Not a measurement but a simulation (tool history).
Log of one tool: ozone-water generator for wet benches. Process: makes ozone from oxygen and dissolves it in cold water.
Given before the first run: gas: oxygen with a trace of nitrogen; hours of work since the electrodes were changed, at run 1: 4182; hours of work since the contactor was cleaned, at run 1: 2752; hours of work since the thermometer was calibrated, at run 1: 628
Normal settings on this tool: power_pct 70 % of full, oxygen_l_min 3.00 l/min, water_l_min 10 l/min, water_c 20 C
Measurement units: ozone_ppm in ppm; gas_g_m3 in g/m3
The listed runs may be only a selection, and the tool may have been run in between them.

run	hour	power_pct	oxygen_l_min	water_l_min	water_c	hours of work since the electrodes were changed	hours of work since the contactor was cleaned	hours of work since the thermometer was calibrated	ozone_ppm	gas_g_m3
1	0.0	70	3.00	10	20	4182	2752	628	28.0	217.6
2	109.5	70	2.53	10	20	4290	2860	737	26.9	229.8
3	295.1	70	2.53	10	20	4475	3045	921	27.0	228.7
4	407.4	70	2.53	10	19	4586	3156	1032	27.7	229.2
5	536.9	70	3.00	10	20	4715	3285	1161	27.8	218.6
6	624.2	70	3.00	10	20	4801	3371	1248	27.8	220.2
7	805.2	70	3.00	10	20	4981	3551	1427	28.1	218.7
8	886.6	70	3.00	10	20	5062	3632	1508	28.1	215.8
9	1069.3	70	1.61	10	20	5243	3813	1689	24.2	269.1
10	1217.4	70	3.00	10	20	5390	3960	1837	27.7	217.1
11	1306.3	70	3.00	10	20	5478	4049	1925	28.1	220.1
12	1398.8	70	3.00	14	20	5570	4140	2017	21.2	218.5
13	1573.4	70	3.00	14	20	5744	4314	2190	21.6	218.9
14	1734.8	70	3.25	10	22	5904	4474	2350	27.2	213.6
# hour 1833.1: contactor cleaned
15	1922.7	70	3.25	10	22	6086	89	2533	27.4	213.8
16	2030.4	70	3.25	10	22	6193	196	2640	27.3	214.6
# hour 2138.4: water thermometer calibrated
17	2169.0	44	3.00	9	25	6330	333	30	20.9	166.1
18	2326.4	44	3.00	9	25	6487	489	187	21.1	168.5
19	2509.9	70	2.05	10	13	6669	671	369	28.1	248.7
20	2619.2	70	2.05	10	13	6777	780	477	28.4	249.1
21	2757.8	86	5.34	8	17	6915	917	615	39.7	209.1
22	2880.3	54	3.00	12	14	7037	1039	737	22.2	189.3
23	3063.4	42	2.12	13	17	7218	1221	918	15.7	181.8

Consider 3 possible next runs. They are alternatives, not a sequence: every one starts from the tool as it was left by run 23. What does each give?
A	3189.7	99	2.12	13	25	7344	1346	1044	?	?
B	3189.7	93	1.86	10	17	7344	1346	1044	?	?
C	3189.7	42	2.12	13	17	7344	1346	1044	?	?

run	ozone_ppm	gas_g_m3
A	24.1	302.5
B	30.6	309.2
C	15.8	182.0
The same runs, with their run-to-run variation unchanged, on a tool lacking any hidden condition would have given:
run	ozone_ppm	gas_g_m3
A	24.2	298.0
B	30.7	304.6
C	15.8	179.0

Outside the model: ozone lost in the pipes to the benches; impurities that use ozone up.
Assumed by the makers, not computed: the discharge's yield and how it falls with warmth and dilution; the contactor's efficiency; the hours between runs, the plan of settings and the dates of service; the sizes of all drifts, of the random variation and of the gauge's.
